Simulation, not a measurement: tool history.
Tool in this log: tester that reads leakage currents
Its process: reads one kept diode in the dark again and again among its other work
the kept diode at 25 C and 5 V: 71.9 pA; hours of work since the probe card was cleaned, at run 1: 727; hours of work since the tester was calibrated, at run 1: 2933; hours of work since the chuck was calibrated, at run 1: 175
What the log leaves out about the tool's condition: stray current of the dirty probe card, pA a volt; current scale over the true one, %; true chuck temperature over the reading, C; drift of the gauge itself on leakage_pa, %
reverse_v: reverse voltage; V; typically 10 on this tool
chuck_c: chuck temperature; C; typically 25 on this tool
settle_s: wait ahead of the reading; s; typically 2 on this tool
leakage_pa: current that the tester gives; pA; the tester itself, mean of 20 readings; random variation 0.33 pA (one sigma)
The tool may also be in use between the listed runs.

| run | hour | reverse_v | chuck_c | settle_s | hours of work since the probe card was cleaned | hours of work since the tester was calibrated | hours of work since the chuck was calibrated | leakage_pa |
|---|---|---|---|---|---|---|---|---|
| 1 | 0 | 10 | 25 | 2 | 727 | 2933 | 175 | 107.56 |
| 2 | 167.8 | 10 | 25 | 2 | 810 | 3015 | 257 | 107 |
|  | 228 | tester calibrated |
| 3 | 262.7 | 10 | 25 | 2 | 855 | 17 | 303 | 107.22 |
| 4 | 417.7 | 10 | 25 | 2 | 931 | 93 | 379 | 107.06 |
| 5 | 514.1 | 10 | 25 | 2 | 978 | 140 | 426 | 107.91 |
| 6 | 652.4 | 10 | 25 | 2 | 1046 | 208 | 494 | 107.84 |
| 7 | 811.8 | 10 | 31 | 2 | 1124 | 286 | 572 | 172.16 |
| 8 | 923.2 | 10 | 31 | 2 | 1179 | 341 | 627 | 172.47 |
| 9 | 1109.8 | 10 | 31 | 2 | 1270 | 432 | 718 | 172.13 |
|  | 1175.3 | probe card cleaned and baked |
| 10 | 1261.2 | 10 | 25 | 2 | 42 | 505 | 791 | 107.52 |
| 11 | 1435.6 | 10 | 25 | 2 | 128 | 591 | 877 | 107.57 |
| 12 | 1518 | 10 | 25 | 2 | 168 | 631 | 917 | 106.9 |
| 13 | 1624.7 | 10 | 25 | 2 | 220 | 683 | 969 | 107.21 |
| 14 | 1817.4 | 10 | 25 | 2 | 315 | 778 | 1064 | 107.73 |
|  | 1895 | chuck's temperature calibrated |
| 15 | 1995.7 | 10 | 25 | 2 | 401 | 864 | 49 | 107.15 |
| 16 | 2183 | 10 | 25 | 2 | 493 | 956 | 141 | 107.24 |
| 17 | 2380.9 | 10 | 25 | 2 | 590 | 1053 | 238 | 107.56 |
| 18 | 2468.9 | 10 | 25 | 2 | 633 | 1096 | 281 | 107.12 |
| 19 | 2570.1 | 10 | 25 | 8.99 | 683 | 1146 | 331 | 106.26 |
| 20 | 2654.5 | 10 | 25 | 8.99 | 724 | 1187 | 372 | 106.2 |
| 21 | 2740.3 | 2.4 | 25 | 2 | 766 | 1229 | 414 | 48.54 |
| 22 | 2875.8 | 2.4 | 25 | 2 | 833 | 1296 | 481 | 48.47 |
| 23 | 2996.8 | 2.4 | 28 | 5.97 | 892 | 1355 | 540 | 61.34 |
| 24 | 3157 | 14.4 | 31 | 8.77 | 971 | 1433 | 619 | 208.95 |
| 25 | 3277.9 | 12.1 | 28 | 8.59 | 1030 | 1493 | 678 | 149.04 |
| 26 | 3473.3 | 4.5 | 25 | 5.47 | 1126 | 1589 | 774 | 68.46 |
| 27 | 3568.4 | 4.5 | 47 | 0.67 | 1172 | 1635 | 820 | 359.96 |
| 28 | 3752.6 | 1.7 | 20 | 2.74 | 1263 | 1725 | 911 | 26.56 |
|  | 3828.9 | probe card cleaned and baked |
| 29 | 3940.4 | 10 | 25 | 1.11 | 55 | 1816 | 1001 | 108.36 |

Run 30, settings as shown, results not yet in. Your forecast:
| 30 | 4050.3 | 1 | 50 | 2.49 | 109 | 1870 | 1055 | ? |

Run 30 came out at leakage_pa 193.67 pA.
On a tool with no hidden condition, and with the same random variation, this run would have come out at leakage_pa 193.6 pA.
